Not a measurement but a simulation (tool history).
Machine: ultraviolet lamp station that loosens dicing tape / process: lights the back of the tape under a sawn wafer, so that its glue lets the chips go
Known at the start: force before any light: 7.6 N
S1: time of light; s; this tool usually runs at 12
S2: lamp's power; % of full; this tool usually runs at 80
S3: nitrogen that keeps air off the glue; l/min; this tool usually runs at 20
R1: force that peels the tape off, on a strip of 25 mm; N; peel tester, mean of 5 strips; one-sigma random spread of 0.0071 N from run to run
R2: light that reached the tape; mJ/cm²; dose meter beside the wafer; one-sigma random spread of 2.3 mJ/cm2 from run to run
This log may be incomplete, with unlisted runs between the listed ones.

| run | day | S1 | S2 | S3 | R1 | R2 |
|---|---|---|---|---|---|---|
| 1 | 0.000 | 12 | 80 | 20 | 0.282 | 208 |
| 2 | 0.275 | 12 | 80 | 20 | 0.295 | 207 |
| 3 | 0.642 | 12 | 80 | 20 | 0.287 | 209 |
| 4 | 0.900 | 12 | 80 | 20 | 0.300 | 210 |
| 5 | 1.304 | 12 | 80 | 20 | 0.280 | 207 |
| 6 | 1.479 | 14 | 80 | 20 | 0.223 | 239 |
| 7 | 1.658 | 12 | 80 | 20 | 0.299 | 206 |
| 8 | 1.946 | 12 | 80 | 20 | 0.285 | 208 |
| 9 | 2.321 | 12 | 80 | 20 | 0.285 | 207 |
| 10 | 2.512 | 12 | 80 | 20 | 0.289 | 204 |
| 11 | 2.762 | 12 | 80 | 37 | 0.246 | 206 |
| 12 | 2.988 | 12 | 80 | 37 | 0.249 | 205 |
| 13 | 3.221 | 12 | 80 | 37 | 0.249 | 206 |
| 14 | 3.392 | 12 | 80 | 37 | 0.243 | 204 |
| 15 | 3.638 | 12 | 80 | 37 | 0.254 | 208 |
| 16 | 3.946 | 12 | 88 | 37 | 0.234 | 223 |
| 17 | 4.275 | 12 | 88 | 37 | 0.228 | 224 |
| 18 | 4.504 | 12 | 80 | 8 | 0.464 | 205 |
| 19 | 4.912 | 14 | 80 | 8 | 0.327 | 236 |
| 20 | 5.267 | 14 | 80 | 8 | 0.330 | 241 |
| 21 | 5.475 | 14 | 80 | 8 | 0.351 | 235 |
| 22 | 5.742 | 14 | 60 | 8 | 0.581 | 178 |
| 23 | 6.104 | 15 | 61 | 20 | 0.342 | 193 |
| 24 | 6.333 | 11 | 61 | 20 | 0.618 | 140 |
| 25 | 6.679 | 14 | 93 | 20 | 0.205 | 271 |
| 26 | 7.025 | 14 | 93 | 20 | 0.210 | 267 |
| 27 | 7.238 | 6 | 90 | 8 | 1.401 | 115 |
| 28 | 7.425 | 6 | 90 | 8 | 1.386 | 110 |
| 29 | 7.717 | 6 | 90 | 8 | 1.460 | 113 |
| 30 | 8.104 | 17 | 98 | 20 | 0.174 | 338 |
| 31 | 8.525 | 17 | 98 | 20 | 0.175 | 347 |
| 32 | 8.746 | 7 | 72 | 19 | 1.120 | 101 |
| 33 | 8.938 | 15 | 64 | 11 | 0.408 | 198 |
| 34 | 9.250 | 9 | 80 | 18 | 0.572 | 147 |

Expected results for the next run?
| 35 | 9.542 | 10 | 60 | 12 | ? | ? |

Logged for run 35: R1 0.980 N, R2 124 mJ/cm².
Without the tool's hidden state the same run would have given R1 0.750 N, R2 143 mJ/cm².

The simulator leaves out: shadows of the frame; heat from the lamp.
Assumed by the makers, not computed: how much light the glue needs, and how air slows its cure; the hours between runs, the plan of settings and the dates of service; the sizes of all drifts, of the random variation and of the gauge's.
